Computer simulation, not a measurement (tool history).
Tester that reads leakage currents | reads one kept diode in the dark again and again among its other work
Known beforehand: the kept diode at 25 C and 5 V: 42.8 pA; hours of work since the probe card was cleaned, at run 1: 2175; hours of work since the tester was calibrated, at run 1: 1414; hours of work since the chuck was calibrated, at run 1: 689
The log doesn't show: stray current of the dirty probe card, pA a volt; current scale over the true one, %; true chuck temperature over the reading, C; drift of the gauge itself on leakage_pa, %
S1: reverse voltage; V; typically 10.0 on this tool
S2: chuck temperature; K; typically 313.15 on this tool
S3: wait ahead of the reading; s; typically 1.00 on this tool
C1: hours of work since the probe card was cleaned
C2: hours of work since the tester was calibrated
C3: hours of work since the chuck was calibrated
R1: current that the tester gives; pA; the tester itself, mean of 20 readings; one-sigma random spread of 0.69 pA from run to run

Run 1, hour 0.0: usual settings; C1 2175; C2 1414; C3 689. Result: R1 219.88 pA.
Run 2, hour 77.1: usual settings; C1 2220; C2 1460; C3 735. Result: R1 220.94 pA.
Run 3, hour 180.2: usual settings; C1 2280; C2 1520; C3 795. Result: R1 220.25 pA.
Run 4, hour 255.5: usual settings; C1 2324; C2 1564; C3 839. Result: R1 219.23 pA.
Run 5, hour 366.6: usual settings but S1 3.2 V; C1 2389; C2 1629; C3 904. Result: R1 128.83 pA.
Run 6, hour 466.5: usual settings but S1 3.2 V; C1 2447; C2 1687; C3 962. Result: R1 128.56 pA.
Run 7, hour 606.0: usual settings; C1 2529; C2 1769; C3 1044. Result: R1 216.95 pA.
Run 8, hour 730.3: usual settings; C1 2601; C2 1841; C3 1116. Result: R1 216.82 pA.
Run 9, hour 859.7: usual settings; C1 2677; C2 1917; C3 1192. Result: R1 216.34 pA.
Run 10, hour 945.9: usual settings; C1 2728; C2 1967; C3 1242. Result: R1 216.60 pA.
Run 11, hour 1009.1: usual settings; C1 2764; C2 2004; C3 1279. Result: R1 215.67 pA.
Run 12, hour 1071.0: usual settings; C1 2801; C2 2040; C3 1316. Result: R1 215.09 pA.
Run 13, hour 1200.8: usual settings; C1 2877; C2 2116; C3 1391. Result: R1 213.49 pA.
At hour 1209.9: chuck's temperature calibrated.
Run 14, hour 1324.4: usual settings; C1 2948; C2 2187; C3 67. Result: R1 226.70 pA.
At hour 1360.4: probe card cleaned and baked.
Run 15, hour 1397.4: usual settings but S1 4.8 V, S2 328.15 K, S3 2.37 s; C1 22; C2 2228; C3 108. Result: R1 536.95 pA.
Run 16, hour 1481.4: usual settings but S1 1.6 V, S2 315.15 K, S3 2.06 s; C1 71; C2 2277; C3 157. Result: R1 114.53 pA.
Run 17, hour 1615.4: usual settings but S1 1.6 V, S2 315.15 K, S3 2.06 s; C1 149; C2 2356; C3 235. Result: R1 113.46 pA.
Run 18, hour 1754.4: usual settings but S1 15.7 V; C1 230; C2 2437; C3 317. Result: R1 274.80 pA.
Run 19, hour 1864.2: usual settings but S1 2.5 V, S3 8.88 s; C1 294; C2 2501; C3 381. Result: R1 115.84 pA.
Run 20, hour 1963.5: usual settings but S1 2.0 V, S3 0.32 s; C1 353; C2 2559; C3 439. Result: R1 106.32 pA.
Run 21, hour 2055.9: usual settings but S1 11.0 V, S2 304.15 K; C1 407; C2 2613; C3 493. Result: R1 106.74 pA.
Run 22, hour 2199.9: usual settings but S1 11.0 V, S2 304.15 K; C1 491; C2 2697; C3 577. Result: R1 106.87 pA.
Run 23, hour 2309.9: usual settings but S1 8.9 V, S2 316.15 K, S3 5.99 s; C1 555; C2 2762; C3 641. Result: R1 264.14 pA.
Run 24, hour 2402.5: usual settings but S1 1.2 V, S3 0.51 s; C1 609; C2 2816; C3 695. Result: R1 83.19 pA.
Run 25, hour 2489.9: usual settings but S1 1.2 V, S3 0.51 s; C1 660; C2 2867; C3 746. Result: R1 82.93 pA.
Run 26, hour 2635.5: usual settings but S1 1.2 V, S3 0.51 s; C1 745; C2 2952; C3 832. Result: R1 82.33 pA.
Run 27, hour 2776.1: usual settings but S1 1.2 V, S3 0.51 s; C1 828; C2 3034; C3 914. Result: R1 81.88 pA.
Run 28, hour 2857.7: usual settings but S2 298.15 K, S3 0.36 s; C1 875; C2 3082; C3 961. Result: R1 65.81 pA.

4 options for the next run, each taken on its own from the tool as it stands now. Forecast them:
Run A, hour 2992.0: usual settings but S2 298.15 K, S3 0.36 s; C1 954; C2 3161; C3 1040. Result: R1 ?.
Run B, hour 2992.0: usual settings but S1 2.8 V, S2 320.15 K, S3 1.81 s; C1 954; C2 3161; C3 1040. Result: R1 ?.
Run C, hour 2992.0: usual settings but S1 6.0 V, S2 293.15 K, S3 9.72 s; C1 954; C2 3161; C3 1040. Result: R1 ?.
Run D, hour 2992.0: usual settings but S1 2.9 V, S2 310.15 K, S3 0.89 s; C1 954; C2 3161; C3 1040. Result: R1 ?.

run      R1
  A   66.11
  B  213.14
  C   27.86
  D   94.49
Stripped of hidden state, with their random variation kept, the same runs would have yielded:
run      R1
  A   69.00
  B  226.33
  C   29.15
  D  100.40
